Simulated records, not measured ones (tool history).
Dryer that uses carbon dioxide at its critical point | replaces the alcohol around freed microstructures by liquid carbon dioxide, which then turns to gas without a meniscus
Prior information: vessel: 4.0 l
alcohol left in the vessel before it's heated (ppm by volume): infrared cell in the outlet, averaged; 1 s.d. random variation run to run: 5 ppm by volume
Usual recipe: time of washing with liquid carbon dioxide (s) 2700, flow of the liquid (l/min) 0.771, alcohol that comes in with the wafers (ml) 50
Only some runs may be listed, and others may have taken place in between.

run	day	time of washing with liquid carbon dioxide (s)	flow of the liquid (l/min)	alcohol that comes in with the wafers (ml)	alcohol left in the vessel before it's heated (ppm by volume)
1	0.000	2700	0.771	50	102
2	0.467	2700	0.771	50	114
3	1.533	2700	0.771	50	109
4	2.558	2580	0.771	50	107
5	3.358	2700	1.206	50	96
6	4.392	2700	0.594	36	143
7	5.154	2700	0.567	56	186
8	5.792	2700	1.141	42	105
9	6.242	2700	1.244	50	99
10	7.012	2700	1.244	50	113

Branching from run 10: 4 alternative next runs. What would each branch give?
A	7.617	3840	0.771	50	?
B	7.617	2040	1.071	23	?
C	7.617	3900	1.244	20	?
D	7.617	1980	0.617	21	?

run	alcohol left in the vessel before it's heated (ppm by volume)
A	104
B	113
C	114
D	208
What these runs would have given with no unlogged condition in the tool:
run	alcohol left in the vessel before it's heated (ppm by volume)
A	0
B	6
C	7
D	63
